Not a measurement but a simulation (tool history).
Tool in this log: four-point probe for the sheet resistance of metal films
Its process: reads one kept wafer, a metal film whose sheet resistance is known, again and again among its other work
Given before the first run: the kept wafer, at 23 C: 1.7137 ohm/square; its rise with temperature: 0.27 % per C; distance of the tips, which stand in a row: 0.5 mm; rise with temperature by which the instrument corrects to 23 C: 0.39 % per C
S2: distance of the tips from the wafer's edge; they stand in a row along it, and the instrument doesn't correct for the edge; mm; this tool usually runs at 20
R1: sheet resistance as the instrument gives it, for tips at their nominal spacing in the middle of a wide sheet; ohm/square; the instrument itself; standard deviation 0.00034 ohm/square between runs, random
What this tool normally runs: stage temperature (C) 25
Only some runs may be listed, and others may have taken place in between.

run 1 hour=0.0 | stage_temperature_(C)=25 S2=20 | R1=1.715628
run 2 hour=11.6 | stage_temperature_(C)=25 S2=20 | R1=1.715326
run 3 hour=31.2 | stage_temperature_(C)=25 S2=20 | R1=1.715010
run 4 hour=51.1 | stage_temperature_(C)=25 S2=20 | R1=1.715340
run 5 hour=60.9 | stage_temperature_(C)=25 S2=23 | R1=1.715178
run 6 hour=76.1 | stage_temperature_(C)=25 S2=4 | R1=1.729199
run 7 hour=84.4 | stage_temperature_(C)=25 S2=4 | R1=1.729065
run 8 hour=94.4 | stage_temperature_(C)=29 S2=9 | R1=1.709238
-- hour=96.5 stage's thermometer calibrated
run 9 hour=115.2 | stage_temperature_(C)=29 S2=9 | R1=1.709195
run 10 hour=131.7 | stage_temperature_(C)=31 S2=19 | R1=1.702699
run 11 hour=150.9 | stage_temperature_(C)=31 S2=19 | R1=1.703197
run 12 hour=162.7 | stage_temperature_(C)=31 S2=19 | R1=1.702593
run 13 hour=178.4 | stage_temperature_(C)=31 S2=19 | R1=1.702779
run 14 hour=196.9 | stage_temperature_(C)=19 S2=8 | R1=1.730336

Consider 4 possible next runs. They are alternatives, not a sequence: every one starts from the tool as it was left by run 14. What does each give?
run A hour=209.9 | stage_temperature_(C)=19 S2=16 | R1=?
run B hour=209.9 | stage_temperature_(C)=28 S2=19 | R1=?
run C hour=209.9 | stage_temperature_(C)=28 S2=39 | R1=?
run D hour=209.9 | stage_temperature_(C)=34 S2=10 | R1=?

run=A R1=1.727558
run=B R1=1.709116
run=C R1=1.708480
run=D R1=1.698428
Take away the tool's hidden state, keep each run's random variation, and the runs would have read:
run=A R1=1.722786
run=B R1=1.704399
run=C R1=1.703764
run=D R1=1.693743
